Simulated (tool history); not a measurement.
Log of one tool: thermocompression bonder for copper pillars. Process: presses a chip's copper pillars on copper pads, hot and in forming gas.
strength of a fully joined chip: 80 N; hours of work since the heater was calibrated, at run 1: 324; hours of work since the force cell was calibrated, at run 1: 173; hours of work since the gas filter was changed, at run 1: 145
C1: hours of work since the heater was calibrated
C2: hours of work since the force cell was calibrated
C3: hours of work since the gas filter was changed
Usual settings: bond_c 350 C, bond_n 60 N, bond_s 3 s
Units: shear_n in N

Run 1, hour 0: usual settings; C1 324; C2 173; C3 145. Result: shear_n 26.2 N.
Run 2, hour 13.5: usual settings; C1 332; C2 181; C3 152. Result: shear_n 25.6 N.
Run 3, hour 23.5: usual settings; C1 337; C2 186; C3 158. Result: shear_n 25.6 N.
Run 4, hour 36.9: usual settings; C1 345; C2 194; C3 165. Result: shear_n 25.8 N.
At hour 40.4: forming gas filter changed.
Run 5, hour 48.8: usual settings; C1 351; C2 200; C3 5. Result: shear_n 27.3 N.
Run 6, hour 59.8: usual settings but bond_s 8 s; C1 357; C2 206; C3 11. Result: shear_n 39.7 N.
Run 7, hour 72.8: usual settings; C1 365; C2 214; C3 18. Result: shear_n 27.6 N.
Run 8, hour 83.3: usual settings but bond_c 324 C; C1 371; C2 219; C3 24. Result: shear_n 21.8 N.
Run 9, hour 96.6: usual settings but bond_c 324 C; C1 378; C2 227; C3 31. Result: shear_n 21.6 N.
Run 10, hour 108.6: usual settings but bond_c 324 C; C1 385; C2 234; C3 38. Result: shear_n 21.4 N.
Run 11, hour 122.9: usual settings but bond_s 6 s; C1 393; C2 242; C3 46. Result: shear_n 34.9 N.
Run 12, hour 133.7: usual settings but bond_s 6 s; C1 399; C2 248; C3 52. Result: shear_n 34.8 N.
Run 13, hour 147.3: usual settings but bond_s 6 s; C1 406; C2 255; C3 60. Result: shear_n 34.5 N.
Run 14, hour 156.5: usual settings but bond_s 6 s; C1 411; C2 260; C3 65. Result: shear_n 34.8 N.
Run 15, hour 169.7: usual settings but bond_s 6 s; C1 419; C2 268; C3 72. Result: shear_n 34.3 N.
Run 16, hour 179.4: usual settings but bond_s 6 s; C1 424; C2 273; C3 78. Result: shear_n 34.3 N.
Run 17, hour 188.1: usual settings but bond_c 327 C, bond_s 6 s; C1 429; C2 278; C3 83. Result: shear_n 28.4 N.
Run 18, hour 201.5: usual settings but bond_c 361 C; C1 437; C2 285; C3 90. Result: shear_n 28.6 N.
Run 19, hour 215: usual settings but bond_s 2 s; C1 444; C2 293; C3 98. Result: shear_n 21.6 N.
Run 20, hour 225.9: usual settings but bond_s 2 s; C1 450; C2 299; C3 104. Result: shear_n 22.2 N.
Run 21, hour 237.4: usual settings but bond_s 2 s; C1 457; C2 306; C3 110. Result: shear_n 21.9 N.
Run 22, hour 245.2: usual settings but bond_s 2 s; C1 461; C2 310; C3 115. Result: shear_n 22 N.
Run 23, hour 253.4: usual settings but bond_c 355 C, bond_n 57 N, bond_s 2 s; C1 466; C2 314; C3 119. Result: shear_n 21.7 N.
Run 24, hour 264.5: usual settings but bond_n 85 N, bond_s 5 s; C1 472; C2 321; C3 125. Result: shear_n 41.3 N.
Run 25, hour 277.9: usual settings but bond_c 367 C, bond_n 53 N, bond_s 4 s; C1 479; C2 328; C3 133. Result: shear_n 29.1 N.
Run 26, hour 287.6: usual settings but bond_c 338 C, bond_n 39 N, bond_s 4 s; C1 485; C2 334; C3 138. Result: shear_n 16.5 N.
Run 27, hour 297.8: usual settings but bond_c 321 C, bond_n 54 N, bond_s 8 s; C1 490; C2 339; C3 144. Result: shear_n 26 N.
Run 28, hour 305.5: usual settings but bond_c 321 C, bond_n 71 N, bond_s 4 s; C1 495; C2 344; C3 148. Result: shear_n 25.6 N.
Run 29, hour 319.5: usual settings but bond_s 2 s; C1 503; C2 351; C3 156. Result: shear_n 21 N.
Run 30, hour 328.3: usual settings but bond_c 348 C, bond_n 46 N, bond_s 2 s; C1 508; C2 356; C3 161. Result: shear_n 16.2 N.
At hour 338.9: forming gas filter changed.
Run 31, hour 338.9: usual settings but bond_c 348 C, bond_n 46 N, bond_s 2 s; C1 513; C2 362; C3 0. Result: shear_n 17.6 N.
Run 32, hour 350.2: usual settings but bond_c 348 C, bond_n 46 N, bond_s 2 s; C1 520; C2 368; C3 6. Result: shear_n 17.6 N.
Run 33, hour 361.8: usual settings but bond_c 348 C, bond_n 46 N, bond_s 2 s; C1 526; C2 375; C3 13. Result: shear_n 17.6 N.
Run 34, hour 372.3: usual settings but bond_n 62 N; C1 532; C2 381; C3 19. Result: shear_n 27.8 N.
Run 35, hour 378.9: usual settings but bond_c 365 C, bond_n 78 N; C1 536; C2 384; C3 22. Result: shear_n 37.7 N.
Run 36, hour 389.9: usual settings; C1 542; C2 391; C3 29. Result: shear_n 26.8 N.
Run 37, hour 397.3: usual settings but bond_c 361 C, bond_s 4 s; C1 546; C2 395; C3 33. Result: shear_n 32.5 N.
Run 38, hour 407.6: usual settings but bond_c 361 C, bond_s 4 s; C1 552; C2 400; C3 38. Result: shear_n 32.5 N.
Run 39, hour 415.4: usual settings but bond_c 334 C, bond_n 78 N; C1 556; C2 405; C3 43. Result: shear_n 29.3 N.
Run 40, hour 429.4: usual settings but bond_c 355 C; C1 564; C2 413; C3 51. Result: shear_n 27.6 N.

Hidden state at the last listed run before each entry between runs and at the first one after, where it differs:
Between runs 4 and 5: forming gas filter changed (hour 40.4)
  oxide that the forming gas leaves, % of the face: 8.22 -> 0.81
  measured less the result without the state, shear_n: -2.7 -> -0.7 N
Between runs 30 and 31: forming gas filter changed (hour 338.9)
  oxide that the forming gas leaves, % of the face: 8.57 -> 0.59
  measured less the result without the state, shear_n: -2 -> -0.7 N
